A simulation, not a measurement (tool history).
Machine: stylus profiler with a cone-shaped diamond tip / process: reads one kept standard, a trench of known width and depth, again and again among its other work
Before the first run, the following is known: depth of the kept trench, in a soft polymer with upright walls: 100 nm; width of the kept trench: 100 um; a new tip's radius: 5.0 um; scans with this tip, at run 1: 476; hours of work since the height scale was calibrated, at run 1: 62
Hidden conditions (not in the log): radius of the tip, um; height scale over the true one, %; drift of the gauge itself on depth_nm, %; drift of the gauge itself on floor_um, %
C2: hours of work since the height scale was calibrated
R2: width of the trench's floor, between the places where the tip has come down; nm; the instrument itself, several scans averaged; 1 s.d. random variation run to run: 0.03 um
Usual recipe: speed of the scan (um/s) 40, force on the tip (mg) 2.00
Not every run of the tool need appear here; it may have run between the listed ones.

run 1 day=0.000 | speed_of_the_scan_(um/s)=40 force_on_the_tip_(mg)=2.00 | scans_with_this_tip=476 C2=62 | depth_of_the_trench_(nm)=100.64 R2=97810
run 2 day=0.996 | speed_of_the_scan_(um/s)=40 force_on_the_tip_(mg)=2.00 | scans_with_this_tip=609 C2=79 | depth_of_the_trench_(nm)=100.55 R2=97800
run 3 day=2.771 | speed_of_the_scan_(um/s)=40 force_on_the_tip_(mg)=2.00 | scans_with_this_tip=846 C2=110 | depth_of_the_trench_(nm)=100.54 R2=97790
run 4 day=4.783 | speed_of_the_scan_(um/s)=20 force_on_the_tip_(mg)=2.00 | scans_with_this_tip=1114 C2=145 | depth_of_the_trench_(nm)=100.74 R2=97890
run 5 day=6.362 | speed_of_the_scan_(um/s)=40 force_on_the_tip_(mg)=2.00 | scans_with_this_tip=1324 C2=172 | depth_of_the_trench_(nm)=100.67 R2=97810
run 6 day=8.400 | speed_of_the_scan_(um/s)=40 force_on_the_tip_(mg)=2.00 | scans_with_this_tip=1596 C2=207 | depth_of_the_trench_(nm)=100.68 R2=97810
run 7 day=9.400 | speed_of_the_scan_(um/s)=40 force_on_the_tip_(mg)=0.86 | scans_with_this_tip=1729 C2=225 | depth_of_the_trench_(nm)=100.35 R2=97630
run 8 day=10.475 | speed_of_the_scan_(um/s)=40 force_on_the_tip_(mg)=0.86 | scans_with_this_tip=1872 C2=243 | depth_of_the_trench_(nm)=100.62 R2=97610
run 9 day=12.133 | speed_of_the_scan_(um/s)=40 force_on_the_tip_(mg)=2.00 | scans_with_this_tip=2094 C2=272 | depth_of_the_trench_(nm)=100.64 R2=97740
run 10 day=13.354 | speed_of_the_scan_(um/s)=40 force_on_the_tip_(mg)=2.00 | scans_with_this_tip=2256 C2=293 | depth_of_the_trench_(nm)=100.74 R2=97720
run 11 day=14.775 | speed_of_the_scan_(um/s)=40 force_on_the_tip_(mg)=1.01 | scans_with_this_tip=2446 C2=318 | depth_of_the_trench_(nm)=100.51 R2=97640
run 12 day=16.079 | speed_of_the_scan_(um/s)=40 force_on_the_tip_(mg)=1.01 | scans_with_this_tip=2620 C2=340 | depth_of_the_trench_(nm)=100.64 R2=97620
run 13 day=17.512 | speed_of_the_scan_(um/s)=40 force_on_the_tip_(mg)=2.00 | scans_with_this_tip=2810 C2=365 | depth_of_the_trench_(nm)=100.72 R2=97730
run 14 day=19.412 | speed_of_the_scan_(um/s)=40 force_on_the_tip_(mg)=2.00 | scans_with_this_tip=3064 C2=398 | depth_of_the_trench_(nm)=100.82 R2=97700
run 15 day=20.554 | speed_of_the_scan_(um/s)=40 force_on_the_tip_(mg)=2.00 | scans_with_this_tip=3216 C2=418 | depth_of_the_trench_(nm)=100.81 R2=97700
run 16 day=22.675 | speed_of_the_scan_(um/s)=40 force_on_the_tip_(mg)=0.79 | scans_with_this_tip=3498 C2=454 | depth_of_the_trench_(nm)=100.51 R2=97480
run 17 day=24.329 | speed_of_the_scan_(um/s)=40 force_on_the_tip_(mg)=0.79 | scans_with_this_tip=3719 C2=483 | depth_of_the_trench_(nm)=100.43 R2=97540
run 18 day=26.012 | speed_of_the_scan_(um/s)=40 force_on_the_tip_(mg)=0.79 | scans_with_this_tip=3943 C2=512 | depth_of_the_trench_(nm)=100.56 R2=97530
run 19 day=27.879 | speed_of_the_scan_(um/s)=40 force_on_the_tip_(mg)=0.79 | scans_with_this_tip=4192 C2=544 | depth_of_the_trench_(nm)=100.76 R2=97570
run 20 day=28.912 | speed_of_the_scan_(um/s)=26 force_on_the_tip_(mg)=0.79 | scans_with_this_tip=4330 C2=562 | depth_of_the_trench_(nm)=100.49 R2=97660
run 21 day=30.262 | speed_of_the_scan_(um/s)=26 force_on_the_tip_(mg)=3.05 | scans_with_this_tip=4510 C2=586 | depth_of_the_trench_(nm)=101.23 R2=97750
run 22 day=31.812 | speed_of_the_scan_(um/s)=26 force_on_the_tip_(mg)=3.05 | scans_with_this_tip=4717 C2=612 | depth_of_the_trench_(nm)=101.02 R2=97730
run 23 day=33.725 | speed_of_the_scan_(um/s)=86 force_on_the_tip_(mg)=2.00 | scans_with_this_tip=4971 C2=645 | depth_of_the_trench_(nm)=100.93 R2=97410
-- day=33.917 height scale calibrated on a step standard
run 24 day=35.821 | speed_of_the_scan_(um/s)=64 force_on_the_tip_(mg)=4.14 | scans_with_this_tip=5248 C2=33 | depth_of_the_trench_(nm)=101.59 R2=97610
run 25 day=37.158 | speed_of_the_scan_(um/s)=13 force_on_the_tip_(mg)=4.14 | scans_with_this_tip=5426 C2=56 | depth_of_the_trench_(nm)=101.57 R2=97740
run 26 day=38.375 | speed_of_the_scan_(um/s)=12 force_on_the_tip_(mg)=0.72 | scans_with_this_tip=5588 C2=77 | depth_of_the_trench_(nm)=100.63 R2=97740
run 27 day=39.671 | speed_of_the_scan_(um/s)=39 force_on_the_tip_(mg)=3.46 | scans_with_this_tip=5761 C2=100 | depth_of_the_trench_(nm)=101.45 R2=97600
run 28 day=41.283 | speed_of_the_scan_(um/s)=39 force_on_the_tip_(mg)=3.46 | scans_with_this_tip=5976 C2=127 | depth_of_the_trench_(nm)=101.65 R2=97630
-- day=41.854 height scale calibrated on a step standard, once more
run 29 day=42.696 | speed_of_the_scan_(um/s)=39 force_on_the_tip_(mg)=0.91 | scans_with_this_tip=6161 C2=15 | depth_of_the_trench_(nm)=100.71 R2=97490
run 30 day=44.204 | speed_of_the_scan_(um/s)=74 force_on_the_tip_(mg)=1.78 | scans_with_this_tip=6363 C2=41 | depth_of_the_trench_(nm)=100.58 R2=97350
run 31 day=46.350 | speed_of_the_scan_(um/s)=74 force_on_the_tip_(mg)=1.78 | scans_with_this_tip=6649 C2=78 | depth_of_the_trench_(nm)=100.69 R2=97360
run 32 day=48.346 | speed_of_the_scan_(um/s)=13 force_on_the_tip_(mg)=1.04 | scans_with_this_tip=6915 C2=112 | depth_of_the_trench_(nm)=100.49 R2=97660
run 33 day=49.883 | speed_of_the_scan_(um/s)=53 force_on_the_tip_(mg)=0.77 | scans_with_this_tip=7120 C2=139 | depth_of_the_trench_(nm)=100.41 R2=97260
run 34 day=50.833 | speed_of_the_scan_(um/s)=53 force_on_the_tip_(mg)=0.77 | scans_with_this_tip=7246 C2=155 | depth_of_the_trench_(nm)=100.27 R2=97290
run 35 day=52.546 | speed_of_the_scan_(um/s)=16 force_on_the_tip_(mg)=1.55 | scans_with_this_tip=7475 C2=185 | depth_of_the_trench_(nm)=100.60 R2=97660
run 36 day=54.192 | speed_of_the_scan_(um/s)=26 force_on_the_tip_(mg)=0.83 | scans_with_this_tip=7694 C2=214 | depth_of_the_trench_(nm)=100.32 R2=97470
run 37 day=55.479 | speed_of_the_scan_(um/s)=39 force_on_the_tip_(mg)=3.31 | scans_with_this_tip=7866 C2=236 | depth_of_the_trench_(nm)=100.93 R2=97530
run 38 day=56.417 | speed_of_the_scan_(um/s)=48 force_on_the_tip_(mg)=1.73 | scans_with_this_tip=7991 C2=252 | depth_of_the_trench_(nm)=100.54 R2=97430
run 39 day=57.521 | speed_of_the_scan_(um/s)=48 force_on_the_tip_(mg)=1.73 | scans_with_this_tip=8137 C2=271 | depth_of_the_trench_(nm)=100.71 R2=97460
run 40 day=59.696 | speed_of_the_scan_(um/s)=48 force_on_the_tip_(mg)=1.73 | scans_with_this_tip=8427 C2=309 | depth_of_the_trench_(nm)=100.59 R2=97380
run 41 day=61.479 | speed_of_the_scan_(um/s)=16 force_on_the_tip_(mg)=1.11 | scans_with_this_tip=8665 C2=340 | depth_of_the_trench_(nm)=100.40 R2=97590
run 42 day=62.483 | speed_of_the_scan_(um/s)=16 force_on_the_tip_(mg)=1.11 | scans_with_this_tip=8799 C2=357 | depth_of_the_trench_(nm)=100.46 R2=97530
run 43 day=63.596 | speed_of_the_scan_(um/s)=16 force_on_the_tip_(mg)=2.54 | scans_with_this_tip=8947 C2=376 | depth_of_the_trench_(nm)=100.99 R2=97630
run 44 day=64.642 | speed_of_the_scan_(um/s)=16 force_on_the_tip_(mg)=2.54 | scans_with_this_tip=9087 C2=394 | depth_of_the_trench_(nm)=101.02 R2=97600
run 45 day=66.825 | speed_of_the_scan_(um/s)=73 force_on_the_tip_(mg)=2.00 | scans_with_this_tip=9378 C2=432 | depth_of_the_trench_(nm)=100.52 R2=97270
run 46 day=68.300 | speed_of_the_scan_(um/s)=73 force_on_the_tip_(mg)=2.00 | scans_with_this_tip=9574 C2=458 | depth_of_the_trench_(nm)=100.76 R2=97270

3 options for the next run, each taken on its own from the tool as it stands now. Forecast them:
run A day=69.329 | speed_of_the_scan_(um/s)=143 force_on_the_tip_(mg)=2.00 | scans_with_this_tip=9712 C2=475 | depth_of_the_trench_(nm)=? R2=?
run B day=69.329 | speed_of_the_scan_(um/s)=17 force_on_the_tip_(mg)=1.68 | scans_with_this_tip=9712 C2=475 | depth_of_the_trench_(nm)=? R2=?
run C day=69.329 | speed_of_the_scan_(um/s)=70 force_on_the_tip_(mg)=2.00 | scans_with_this_tip=9712 C2=475 | depth_of_the_trench_(nm)=? R2=?

run=A depth_of_the_trench_(nm)=100.79 R2=96910
run=B depth_of_the_trench_(nm)=100.68 R2=97540
run=C depth_of_the_trench_(nm)=100.74 R2=97230
What these runs would have given with no unlogged condition in the tool:
run=A depth_of_the_trench_(nm)=100.65 R2=97290
run=B depth_of_the_trench_(nm)=100.54 R2=97930
run=C depth_of_the_trench_(nm)=100.61 R2=97610
